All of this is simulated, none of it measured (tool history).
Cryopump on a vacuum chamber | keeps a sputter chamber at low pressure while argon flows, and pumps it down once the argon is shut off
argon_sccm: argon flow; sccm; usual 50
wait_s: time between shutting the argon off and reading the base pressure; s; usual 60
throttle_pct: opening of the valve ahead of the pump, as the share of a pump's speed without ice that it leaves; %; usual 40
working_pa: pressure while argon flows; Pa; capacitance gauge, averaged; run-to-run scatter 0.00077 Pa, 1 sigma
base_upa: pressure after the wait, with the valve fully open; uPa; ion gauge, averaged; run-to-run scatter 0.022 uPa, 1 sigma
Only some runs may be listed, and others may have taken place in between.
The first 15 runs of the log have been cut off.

| run | day | argon_sccm | wait_s | throttle_pct | hours of work since the pump was warmed up and emptied | hours of work since the cold head was overhauled | hours of work since the chamber's fittings were tightened | working_pa | base_upa |
|---|---|---|---|---|---|---|---|---|---|
| 16 | 49.146 | 50 | 60 | 40 | 443 | 2063 | 3583 | 0.1594 | 4.10 |
| 17 | 52.800 | 50 | 60 | 40 | 509 | 2129 | 3649 | 0.1632 | 4.34 |
| 18 | 57.225 | 50 | 60 | 40 | 589 | 2210 | 3729 | 0.1642 | 4.60 |
|  | 58.292 | leaking fittings of the chamber tightened, without venting |
| 19 | 61.217 | 50 | 60 | 40 | 660 | 2280 | 53 | 0.1697 | 0.86 |
| 20 | 65.725 | 51 | 168 | 40 | 742 | 2362 | 135 | 0.1784 | 0.63 |
|  | 67.475 | pump warmed up, emptied and cooled again |
| 21 | 69.617 | 51 | 168 | 40 | 39 | 2429 | 202 | 0.1510 | 0.55 |
| 22 | 73.496 | 23 | 60 | 21 | 109 | 2499 | 272 | 0.1289 | 0.90 |
| 23 | 77.883 | 20 | 60 | 21 | 189 | 2579 | 352 | 0.1127 | 0.98 |
| 24 | 81.588 | 48 | 69 | 48 | 256 | 2646 | 419 | 0.1254 | 1.00 |
| 25 | 85.600 | 43 | 56 | 23 | 329 | 2719 | 492 | 0.2259 | 1.13 |
| 26 | 89.517 | 21 | 72 | 25 | 400 | 2790 | 563 | 0.1029 | 1.12 |
| 27 | 92.146 | 26 | 50 | 24 | 448 | 2838 | 610 | 0.1335 | 1.35 |
| 28 | 94.317 | 26 | 50 | 24 | 487 | 2877 | 650 | 0.1344 | 1.37 |
| 29 | 96.979 | 26 | 50 | 24 | 535 | 2926 | 698 | 0.1349 | 1.52 |
| 30 | 101.783 | 50 | 22 | 51 | 623 | 3013 | 785 | 0.1364 | 2.32 |
| 31 | 105.092 | 50 | 39 | 22 | 683 | 3073 | 845 | 0.2869 | 1.84 |
| 32 | 107.062 | 50 | 39 | 22 | 718 | 3109 | 881 | 0.2897 | 1.89 |

Predict each of these 5 candidate next runs independently; none follows another, all start after run 32:
|  | 110.129 | pump warmed up, emptied and cooled again |
| A | 111.600 | 27 | 25 | 39 | 27 | 3187 | 960 | ? | ? |
|  | 110.129 | pump warmed up, emptied and cooled again |
| B | 111.600 | 50 | 23 | 22 | 27 | 3187 | 960 | ? | ? |
|  | 110.129 | pump warmed up, emptied and cooled again |
| C | 111.600 | 23 | 162 | 39 | 27 | 3187 | 960 | ? | ? |
|  | 110.129 | pump warmed up, emptied and cooled again |
| D | 111.600 | 25 | 258 | 40 | 27 | 3187 | 960 | ? | ? |
|  | 110.129 | pump warmed up, emptied and cooled again |
| E | 111.600 | 82 | 60 | 23 | 27 | 3187 | 960 | ? | ? |

| run | working_pa | base_upa |
|---|---|---|
| A | 0.0815 | 2.05 |
| B | 0.2658 | 2.13 |
| C | 0.0693 | 1.07 |
| D | 0.0741 | 1.09 |
| E | 0.4201 | 1.36 |
Without the tool's hidden state the same runs would have given:
| run | working_pa | base_upa |
|---|---|---|
| A | 0.0803 | 1.30 |
| B | 0.2635 | 1.40 |
| C | 0.0682 | 0.35 |
| D | 0.0729 | 0.33 |
| E | 0.4163 | 0.63 |
